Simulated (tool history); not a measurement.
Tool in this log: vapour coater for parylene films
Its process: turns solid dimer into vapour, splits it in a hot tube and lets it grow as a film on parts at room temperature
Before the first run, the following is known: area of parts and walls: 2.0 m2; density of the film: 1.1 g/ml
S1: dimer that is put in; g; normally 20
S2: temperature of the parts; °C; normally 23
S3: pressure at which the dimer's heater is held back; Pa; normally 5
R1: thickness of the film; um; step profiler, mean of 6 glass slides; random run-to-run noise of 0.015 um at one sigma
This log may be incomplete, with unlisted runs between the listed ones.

Run 1, day 0: usual settings. Result: R1 4.41 um.
Run 2, day 1.312: usual settings. Result: R1 4.4 um.
Run 3, day 2.396: usual settings. Result: R1 4.39 um.
Run 4, day 3.108: usual settings. Result: R1 4.35 um.
Run 5, day 3.792: usual settings. Result: R1 4.39 um.
Run 6, day 4.388: usual settings. Result: R1 4.39 um.
Run 7, day 5.038: usual settings. Result: R1 4.4 um.
Run 8, day 5.892: usual settings. Result: R1 4.32 um.
Run 9, day 6.812: usual settings. Result: R1 4.36 um.
Run 10, day 8.058: usual settings but S3 8.26 Pa. Result: R1 3.95 um.
Run 11, day 8.688: usual settings but S3 8.26 Pa. Result: R1 3.96 um.
Run 12, day 9.229: usual settings but S3 8.26 Pa. Result: R1 3.91 um.
Run 13, day 10.429: usual settings but S3 8.26 Pa. Result: R1 3.93 um.
Run 14, day 11.108: usual settings but S3 8.26 Pa. Result: R1 3.93 um.
Run 15, day 12.404: usual settings but S2 17 °C. Result: R1 4.98 um.
Run 16, day 13.138: usual settings but S2 17 °C. Result: R1 4.97 um.
Run 17, day 14.304: usual settings but S2 17 °C. Result: R1 4.94 um.
Run 18, day 14.979: usual settings. Result: R1 4.25 um.
Run 19, day 16.321: usual settings but S2 18 °C. Result: R1 4.8 um.
Run 20, day 17.404: usual settings. Result: R1 4.24 um.
Run 21, day 18.742: usual settings but S2 19 °C. Result: R1 4.63 um.
Run 22, day 19.746: usual settings. Result: R1 4.17 um.
Run 23, day 20.604: usual settings but S1 9 g, S2 16 °C, S3 2.3 Pa. Result: R1 2.58 um.
At day 21.2: trap's valve overhauled.
Run 24, day 21.95: usual settings but S1 9 g, S2 25 °C, S3 10.75 Pa. Result: R1 1.66 um.
Run 25, day 22.979: usual settings but S1 34 g, S2 25 °C, S3 4.78 Pa. Result: R1 7.17 um.
Run 26, day 24.296: usual settings but S1 22 g, S3 8.75 Pa. Result: R1 4.35 um.
At day 24.412: table's thermometer calibrated.
Run 27, day 25.571: usual settings but S1 29 g, S2 19 °C, S3 9.26 Pa. Result: R1 6.24 um.
Run 28, day 26.121: usual settings but S1 11 g, S2 20 °C, S3 7.37 Pa. Result: R1 2.41 um.
Run 29, day 26.879: usual settings but S1 11 g, S2 20 °C, S3 7.37 Pa. Result: R1 2.39 um.
At day 27.604: table's thermometer calibrated, once more.
Run 30, day 27.604: usual settings but S1 16 g, S2 27 °C. Result: R1 3.16 um.
Run 31, day 28.688: usual settings but S1 35 g, S2 27 °C, S3 9.89 Pa. Result: R1 6.11 um.
Run 32, day 29.4: usual settings but S2 17 °C. Result: R1 5.05 um.
Run 33, day 30.408: usual settings but S2 17 °C, S3 10.33 Pa. Result: R1 4.42 um.
Run 34, day 31.338: usual settings but S1 9 g, S3 2.09 Pa. Result: R1 2.27 um.
Run 35, day 32.233: usual settings but S1 21 g, S3 3.21 Pa. Result: R1 4.9 um.
Run 36, day 33.429: usual settings but S1 26 g, S2 18 °C, S3 5.62 Pa. Result: R1 6.16 um.
Run 37, day 34.712: usual settings but S1 25 g, S2 22 °C, S3 2.75 Pa. Result: R1 6.13 um.
Run 38, day 35.258: usual settings but S1 15 g, S2 22 °C, S3 2.75 Pa. Result: R1 3.68 um.
Run 39, day 36.142: usual settings but S1 24 g, S2 27 °C, S3 3.82 Pa. Result: R1 4.89 um.
Run 40, day 37.396: usual settings but S1 16 g, S2 18 °C, S3 2.55 Pa. Result: R1 4.35 um.
Run 41, day 38.658: usual settings but S1 13 g, S2 15 °C, S3 2.55 Pa. Result: R1 3.79 um.
Run 42, day 39.383: usual settings but S1 19 g. Result: R1 4.05 um.
Run 43, day 39.979: usual settings but S1 19 g, S2 31 °C, S3 11.49 Pa. Result: R1 2.86 um.

Here are 5 independent what-if runs from the current tool condition. What would each one return?
Run A, day 40.938: usual settings but S1 16 g, S2 16 °C, S3 11.49 Pa. Result: R1 ?.
Run B, day 40.938: usual settings but S1 19 g, S2 31 °C, S3 3.24 Pa. Result: R1 ?.
Run C, day 40.938: usual settings but S1 9 g, S2 31 °C, S3 5.44 Pa. Result: R1 ?.
Run D, day 40.938: usual settings but S1 10 g, S2 20 °C, S3 4.82 Pa. Result: R1 ?.
Run E, day 40.938: usual settings but S3 6.66 Pa. Result: R1 ?.

run    R1
  A  3.46
  B  3.56
  C  1.54
  D   2.3
  E  4.02
The same runs, with their run-to-run variation unchanged, on a tool lacking any hidden condition would have given:
run    R1
  A  3.65
  B  3.76
  C  1.62
  D  2.43
  E  4.24
